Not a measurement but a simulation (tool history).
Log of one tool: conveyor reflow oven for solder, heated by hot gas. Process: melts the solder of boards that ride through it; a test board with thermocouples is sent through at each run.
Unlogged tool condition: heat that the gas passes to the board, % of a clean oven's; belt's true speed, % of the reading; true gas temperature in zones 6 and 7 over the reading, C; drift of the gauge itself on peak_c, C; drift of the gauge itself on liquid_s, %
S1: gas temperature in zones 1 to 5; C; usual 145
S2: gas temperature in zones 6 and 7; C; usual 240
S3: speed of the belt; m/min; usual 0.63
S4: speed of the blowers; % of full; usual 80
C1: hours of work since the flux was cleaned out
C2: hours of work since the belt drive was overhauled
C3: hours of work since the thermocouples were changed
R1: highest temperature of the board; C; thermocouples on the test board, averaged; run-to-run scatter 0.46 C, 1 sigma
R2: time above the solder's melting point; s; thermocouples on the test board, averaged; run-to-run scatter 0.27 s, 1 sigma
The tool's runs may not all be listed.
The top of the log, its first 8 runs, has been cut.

run	hour	S1	S2	S3	S4	C1	C2	C3	R1	R2
9	240.2	150	240	0.63	80	149	312	170	223.7	50.3
10	267.2	150	240	0.63	80	162	324	183	223.6	50.5
11	293.1	150	240	0.63	80	175	337	195	223.6	50.1
12	314.3	145	240	0.63	80	185	347	205	223.2	48.4
13	340.9	145	240	0.548	80	198	360	218	227	58
14	359	145	240	0.548	80	206	368	227	226.9	57.8
# hour 370.8: flux residue cleaned out of gas plates and filters
15	401.1	145	240	0.547	80	14	386	244	226.2	57.1
16	436.8	145	231	0.547	80	31	403	261	217.8	52.6

Run 17 has not been measured yet. What should we expect?
17	465.3	133	231	0.723	80	45	417	275	?	?

{"run 17": {"R1": 205.7, "R2": 28.4}}
Take away the tool's hidden state, keep the run-to-run variation as it was, and the same run would have given R1 210.3 C, R2 32 s.
